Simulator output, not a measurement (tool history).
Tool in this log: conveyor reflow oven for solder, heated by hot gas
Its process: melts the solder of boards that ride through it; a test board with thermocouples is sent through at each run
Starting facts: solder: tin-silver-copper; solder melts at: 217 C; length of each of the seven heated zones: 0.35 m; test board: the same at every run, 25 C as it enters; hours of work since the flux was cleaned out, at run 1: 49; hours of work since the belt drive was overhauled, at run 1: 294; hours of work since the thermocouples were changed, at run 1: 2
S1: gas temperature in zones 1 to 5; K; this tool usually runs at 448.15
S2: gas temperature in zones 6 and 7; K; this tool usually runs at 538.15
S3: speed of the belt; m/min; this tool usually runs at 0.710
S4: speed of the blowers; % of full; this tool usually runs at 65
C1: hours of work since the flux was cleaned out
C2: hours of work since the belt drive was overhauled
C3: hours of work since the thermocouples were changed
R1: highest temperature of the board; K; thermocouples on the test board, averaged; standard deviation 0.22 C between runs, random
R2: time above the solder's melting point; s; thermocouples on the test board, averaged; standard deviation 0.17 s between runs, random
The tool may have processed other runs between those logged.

run   hour      S1      S2     S3  S4   C1   C2   C3      R1    R2
  1    0.0  448.15  538.15  0.710  65   49  294    2  518.65  39.7
  2   20.2  448.15  538.15  0.710  65   63  308   16  518.25  39.6
  3   33.4  448.15  538.15  0.710  65   72  317   25  518.55  39.3
  4   49.3  448.15  538.15  0.710  65   83  328   36  518.15  39.2
  5   65.5  448.15  538.15  0.684  65   94  339   47  519.55  41.9
  6   87.0  448.15  538.15  0.684  65  109  354   61  519.55  42.0
  7  100.0  448.15  538.15  0.624  65  117  363   70  522.25  48.7
  8  123.1  448.15  538.15  0.624  65  133  379   86  521.55  48.8
  9  136.5  448.15  538.15  0.624  65  142  388   95  521.85  48.5
 10  150.8  436.15  538.15  0.693  65  152  398  105  515.95  35.0

What if the next run were any one of these 5? Each begins from the tool's condition after run 10:
  A  162.9  446.15  538.15  0.848  74  161  406  113   ?   ?
  B  162.9  440.15  538.15  0.693  65  161  406  113   ?   ?
  C  162.9  436.15  538.15  0.633  65  161  406  113   ?   ?
  D  162.9  436.15  526.15  0.693  69  161  406  113   ?   ?
  E  162.9  448.15  537.15  0.710  76  161  406  113   ?   ?

run      R1    R2
  A  513.25  28.1
  B  516.35  37.0
  C  518.85  41.9
  D  507.15  27.8
  E  520.15  41.1
Without the tool's unlogged condition, the same runs would have read:
run      R1    R2
  A  515.35  29.6
  B  518.05  38.2
  C  520.35  43.1
  D  508.75  29.7
  E  521.85  42.2

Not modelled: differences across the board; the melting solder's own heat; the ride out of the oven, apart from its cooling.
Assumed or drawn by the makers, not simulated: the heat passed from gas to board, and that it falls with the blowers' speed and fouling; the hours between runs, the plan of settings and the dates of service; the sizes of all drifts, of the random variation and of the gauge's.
